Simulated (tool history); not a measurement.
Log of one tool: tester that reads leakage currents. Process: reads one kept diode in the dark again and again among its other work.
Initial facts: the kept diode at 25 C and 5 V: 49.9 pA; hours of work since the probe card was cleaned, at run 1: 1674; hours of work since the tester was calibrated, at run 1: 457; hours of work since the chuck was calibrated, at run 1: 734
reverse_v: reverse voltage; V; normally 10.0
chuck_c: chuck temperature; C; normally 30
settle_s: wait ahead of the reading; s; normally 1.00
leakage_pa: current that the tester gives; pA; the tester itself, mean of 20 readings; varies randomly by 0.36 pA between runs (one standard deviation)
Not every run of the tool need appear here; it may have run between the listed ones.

run   hour  reverse_v  chuck_c  settle_s  hours of work since the probe card was cleaned  hours of work since the tester was calibrated  hours of work since the chuck was calibrated  leakage_pa
  1    0.0       10.0       30      1.00                                            1674                                            457                                           734      126.57
  2   20.3       10.0       30      1.00                                            1682                                            466                                           743      126.36
  3   37.5        8.3       30      1.00                                            1690                                            473                                           750      112.32
  4   74.1        8.3       30      1.00                                            1705                                            488                                           765      113.05
  5  103.1        8.3       30      1.00                                            1718                                            501                                           778      112.59
  6  130.6       10.0       30      1.00                                            1729                                            512                                           789      126.40
  7  148.1       10.0       30      0.96                                            1737                                            520                                           797      127.11
  8  172.8       10.0       30      0.96                                            1747                                            530                                           807      126.98
  9  210.0        5.9       30      3.15                                            1763                                            546                                           823       89.61
 10  244.0        5.9       30      9.54                                            1777                                            560                                           837       89.47
 11  276.2       10.0       30      1.01                                            1791                                            574                                           851      125.66
 12  305.0       10.0       30      1.01                                            1803                                            586                                           863      127.14
 13  337.3       10.0       30      1.01                                            1817                                            600                                           877      127.31
 14  364.2        3.6       37      0.56                                            1828                                            611                                           888      113.98
 15  385.4       16.1       56      1.63                                            1837                                            620                                           897     1146.21
 16  412.4        2.7       36      0.32                                            1849                                            632                                           909       88.98

Forecast each of these 3 alternatives for the next run:
  A  431.6        2.2       42      1.00                                            1857                                            640                                           917           ?
  B  431.6        1.4       33      0.38                                            1857                                            640                                           917           ?
  C  431.6        2.7       27      0.32                                            1857                                            640                                           917           ?

run  leakage_pa
  A      122.95
  B       46.62
  C       44.91
What these runs would have given with no unlogged condition in the tool:
run  leakage_pa
  A      125.95
  B       46.98
  C       43.14

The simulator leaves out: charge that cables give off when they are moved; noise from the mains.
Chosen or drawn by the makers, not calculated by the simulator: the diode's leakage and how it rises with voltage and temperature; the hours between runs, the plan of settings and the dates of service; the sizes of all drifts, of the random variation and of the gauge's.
